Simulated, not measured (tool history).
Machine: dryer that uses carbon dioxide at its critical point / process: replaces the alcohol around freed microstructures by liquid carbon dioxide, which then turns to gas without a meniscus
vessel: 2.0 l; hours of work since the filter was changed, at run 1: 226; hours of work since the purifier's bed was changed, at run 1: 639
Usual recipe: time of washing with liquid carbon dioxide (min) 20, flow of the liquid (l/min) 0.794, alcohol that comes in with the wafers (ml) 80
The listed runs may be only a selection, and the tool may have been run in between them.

| run | day | time of washing with liquid carbon dioxide (min) | flow of the liquid (l/min) | alcohol that comes in with the wafers (ml) | hours of work since the filter was changed | hours of work since the purifier's bed was changed | alcohol left in the vessel before it's heated (ppm by volume) |
|---|---|---|---|---|---|---|---|
| 1 | 0 | 20 | 0.794 | 80 | 226 | 639 | 253 |
| 2 | 1.508 | 20 | 0.55 | 80 | 252 | 665 | 692 |
| 3 | 2.467 | 20 | 1.029 | 80 | 269 | 682 | 199 |
| 4 | 3.925 | 15 | 1.029 | 80 | 295 | 708 | 286 |
| 5 | 4.612 | 15 | 1.029 | 80 | 307 | 720 | 296 |
| 6 | 6.125 | 14 | 0.794 | 80 | 334 | 747 | 729 |
| 7 | 6.854 | 14 | 0.794 | 80 | 347 | 760 | 742 |
| 8 | 8.154 | 14 | 0.794 | 80 | 370 | 783 | 775 |
| 9 | 9.412 | 20 | 0.794 | 80 | 393 | 805 | 316 |
| 10 | 10.096 | 14 | 0.794 | 80 | 405 | 818 | 788 |
|  | 10.846 | purifier's bed changed |
| 11 | 11.654 | 14 | 0.794 | 80 | 430 | 14 | 597 |
| 12 | 12.5 | 20 | 0.794 | 80 | 445 | 29 | 106 |
| 13 | 13.308 | 20 | 0.794 | 80 | 459 | 44 | 119 |
| 14 | 13.942 | 20 | 0.55 | 80 | 471 | 55 | 667 |
| 15 | 15.021 | 20 | 0.55 | 80 | 490 | 74 | 651 |
| 16 | 16.142 | 20 | 0.55 | 80 | 510 | 94 | 685 |
| 17 | 17.321 | 20 | 0.55 | 80 | 531 | 115 | 697 |
| 18 | 18.304 | 20 | 1.278 | 80 | 548 | 132 | 53 |
| 19 | 19.15 | 20 | 1.278 | 80 | 563 | 147 | 41 |
|  | 20.45 | inlet filter changed |
| 20 | 20.596 | 20 | 1.278 | 80 | 3 | 172 | 46 |
| 21 | 21.854 | 20 | 0.794 | 80 | 25 | 194 | 115 |
| 22 | 23.004 | 20 | 0.794 | 80 | 45 | 215 | 134 |
| 23 | 24.292 | 20 | 0.635 | 80 | 68 | 238 | 304 |
| 24 | 24.962 | 20 | 0.635 | 80 | 80 | 249 | 303 |
| 25 | 25.954 | 18 | 1.045 | 61 | 98 | 267 | 86 |
| 26 | 27.15 | 18 | 1.045 | 61 | 119 | 288 | 102 |
| 27 | 28.304 | 18 | 1.045 | 61 | 139 | 309 | 105 |
| 28 | 29.525 | 25 | 0.907 | 61 | 161 | 330 | 96 |
| 29 | 30.754 | 20 | 0.689 | 80 | 183 | 352 | 255 |
| 30 | 32.279 | 12 | 0.5 | 80 | 210 | 379 | 3866 |
| 31 | 32.996 | 26 | 0.952 | 34 | 222 | 392 | 110 |
| 32 | 33.65 | 26 | 0.794 | 80 | 234 | 403 | 123 |
| 33 | 34.5 | 20 | 0.586 | 80 | 249 | 418 | 521 |
| 34 | 35.758 | 20 | 0.586 | 80 | 271 | 441 | 526 |
| 35 | 37.017 | 20 | 0.586 | 80 | 294 | 463 | 534 |
| 36 | 38.483 | 20 | 1.187 | 99 | 320 | 489 | 148 |
| 37 | 39.767 | 20 | 1.187 | 99 | 342 | 512 | 140 |
| 38 | 40.792 | 23 | 0.752 | 48 | 361 | 530 | 173 |
| 39 | 41.471 | 20 | 0.794 | 27 | 373 | 542 | 183 |
| 40 | 42.517 | 18 | 1.257 | 41 | 391 | 561 | 145 |
| 41 | 43.862 | 13 | 0.721 | 37 | 415 | 584 | 687 |
| 42 | 45.15 | 12 | 0.794 | 31 | 438 | 607 | 578 |
| 43 | 46.2 | 27 | 1.089 | 31 | 456 | 626 | 164 |
| 44 | 46.871 | 27 | 1.089 | 31 | 468 | 638 | 160 |
| 45 | 47.633 | 27 | 1.089 | 31 | 482 | 651 | 165 |

Estimate the outcome of run 46 from the log above:
| 46 | 48.929 | 27 | 1.089 | 31 | 505 | 674 | ? |

alcohol left in the vessel before it's heated (ppm by volume): 185
Were there no unlogged condition in the tool, this run, its random variation unchanged, would have produced alcohol left in the vessel before it's heated (ppm by volume) 11.
